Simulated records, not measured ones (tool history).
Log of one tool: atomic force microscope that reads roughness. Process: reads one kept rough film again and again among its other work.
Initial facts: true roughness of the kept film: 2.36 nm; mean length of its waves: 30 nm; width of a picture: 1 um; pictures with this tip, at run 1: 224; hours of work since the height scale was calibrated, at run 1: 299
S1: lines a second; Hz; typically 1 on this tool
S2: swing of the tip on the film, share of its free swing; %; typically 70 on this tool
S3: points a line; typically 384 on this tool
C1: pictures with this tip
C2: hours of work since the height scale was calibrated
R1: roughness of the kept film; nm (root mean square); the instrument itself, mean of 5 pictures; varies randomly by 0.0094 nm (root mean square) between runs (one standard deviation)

run   hour  S1  S2   S3   C1   C2     R1
  1      0   1  70  384  224  299   1.95
  2    7.1   1  64  384  235  303  1.977
  3   14.8   1  64  384  247  308  1.957
  4   25.4   1  83  384  264  315  1.878
  5   39.5   1  83  384  285  323  1.869
  6   47.3   1  83  384  297  328  1.855
  7   56.2   1  70  392  311  333  1.892
  8   64.2   1  70  392  324  338  1.905
  9   73.7   1  83  384  338  344  1.817
      75.9  -- height scale calibrated on a step standard
 10   83.3   1  83  384  352    5  1.819
      89.7  -- new tip fitted
 11   95.2   1  83  384    8   11  2.053
 12  110.4   1  86  384   32   21  2.015
     119.6  -- height scale calibrated on a step standard, once more
 13  124.3   1  86  384   52    3  2.025

Predict the results of run 14:
 14  134.7  1.76  70  814  68   9   ?

Run 14 measured R1 2.031 nm (root mean square).
Had the tool carried no hidden state, the very same run would have given R1 2.086 nm (root mean square).

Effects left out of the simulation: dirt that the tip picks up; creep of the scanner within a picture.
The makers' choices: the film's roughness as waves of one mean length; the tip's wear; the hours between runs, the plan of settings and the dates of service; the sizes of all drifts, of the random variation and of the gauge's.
